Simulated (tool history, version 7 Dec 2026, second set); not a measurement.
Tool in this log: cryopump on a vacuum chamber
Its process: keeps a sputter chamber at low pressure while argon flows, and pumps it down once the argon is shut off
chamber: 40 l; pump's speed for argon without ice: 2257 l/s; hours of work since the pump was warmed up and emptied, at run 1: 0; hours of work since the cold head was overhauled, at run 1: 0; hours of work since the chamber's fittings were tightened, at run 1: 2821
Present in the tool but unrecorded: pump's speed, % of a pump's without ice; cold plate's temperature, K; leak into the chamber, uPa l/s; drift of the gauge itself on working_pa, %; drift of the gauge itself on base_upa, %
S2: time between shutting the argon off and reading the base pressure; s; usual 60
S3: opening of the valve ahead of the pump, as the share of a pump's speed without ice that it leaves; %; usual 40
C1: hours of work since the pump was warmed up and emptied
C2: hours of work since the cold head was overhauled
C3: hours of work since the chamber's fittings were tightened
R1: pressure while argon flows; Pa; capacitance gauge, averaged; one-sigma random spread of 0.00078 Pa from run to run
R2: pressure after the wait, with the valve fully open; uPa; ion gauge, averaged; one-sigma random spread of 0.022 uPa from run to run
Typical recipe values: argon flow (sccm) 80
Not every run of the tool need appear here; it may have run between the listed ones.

run 1 day=0.000 | argon_flow_(sccm)=80 S2=60 S3=40 | C1=0 C2=0 C3=2821 | R1=0.1505 R2=1.27
run 2 day=0.804 | argon_flow_(sccm)=80 S2=60 S3=40 | C1=11 C2=11 C3=2832 | R1=0.1504 R2=1.34
run 3 day=1.221 | argon_flow_(sccm)=80 S2=60 S3=40 | C1=17 C2=17 C3=2837 | R1=0.1517 R2=1.31
run 4 day=1.617 | argon_flow_(sccm)=80 S2=60 S3=40 | C1=22 C2=22 C3=2842 | R1=0.1504 R2=1.26
run 5 day=2.162 | argon_flow_(sccm)=80 S2=60 S3=40 | C1=29 C2=29 C3=2850 | R1=0.1504 R2=1.30
run 6 day=2.846 | argon_flow_(sccm)=80 S2=60 S3=40 | C1=39 C2=39 C3=2859 | R1=0.1507 R2=1.33
run 7 day=3.567 | argon_flow_(sccm)=80 S2=60 S3=40 | C1=48 C2=48 C3=2869 | R1=0.1515 R2=1.34
run 8 day=4.204 | argon_flow_(sccm)=80 S2=60 S3=40 | C1=57 C2=57 C3=2877 | R1=0.1507 R2=1.37
run 9 day=4.762 | argon_flow_(sccm)=80 S2=60 S3=40 | C1=64 C2=64 C3=2885 | R1=0.1499 R2=1.33
run 10 day=5.262 | argon_flow_(sccm)=80 S2=60 S3=40 | C1=71 C2=71 C3=2891 | R1=0.1515 R2=1.37
run 11 day=6.029 | argon_flow_(sccm)=80 S2=155 S3=40 | C1=81 C2=81 C3=2902 | R1=0.1497 R2=1.05
run 12 day=6.796 | argon_flow_(sccm)=80 S2=155 S3=40 | C1=92 C2=92 C3=2912 | R1=0.1501 R2=1.07
run 13 day=7.658 | argon_flow_(sccm)=80 S2=60 S3=44 | C1=103 C2=103 C3=2924 | R1=0.1372 R2=1.36
run 14 day=8.396 | argon_flow_(sccm)=80 S2=60 S3=40 | C1=113 C2=113 C3=2934 | R1=0.1509 R2=1.33
run 15 day=9.175 | argon_flow_(sccm)=80 S2=60 S3=40 | C1=124 C2=124 C3=2944 | R1=0.1509 R2=1.41
run 16 day=10.083 | argon_flow_(sccm)=80 S2=49 S3=40 | C1=136 C2=136 C3=2956 | R1=0.1507 R2=1.45
run 17 day=10.667 | argon_flow_(sccm)=80 S2=49 S3=40 | C1=144 C2=144 C3=2964 | R1=0.1511 R2=1.45
run 18 day=11.338 | argon_flow_(sccm)=80 S2=49 S3=33 | C1=153 C2=153 C3=2973 | R1=0.1826 R2=1.51

Run 19 has not been measured yet. What should we expect?
run 19 day=12.021 | argon_flow_(sccm)=64 S2=178 S3=44 | C1=162 C2=162 C3=2982 | R1=? R2=?

Run 19 measured R1 0.1108 Pa, R2 1.12 uPa.
Had the tool carried no hidden state, the very same run would have given R1 0.1094 Pa, R2 0.31 uPa.

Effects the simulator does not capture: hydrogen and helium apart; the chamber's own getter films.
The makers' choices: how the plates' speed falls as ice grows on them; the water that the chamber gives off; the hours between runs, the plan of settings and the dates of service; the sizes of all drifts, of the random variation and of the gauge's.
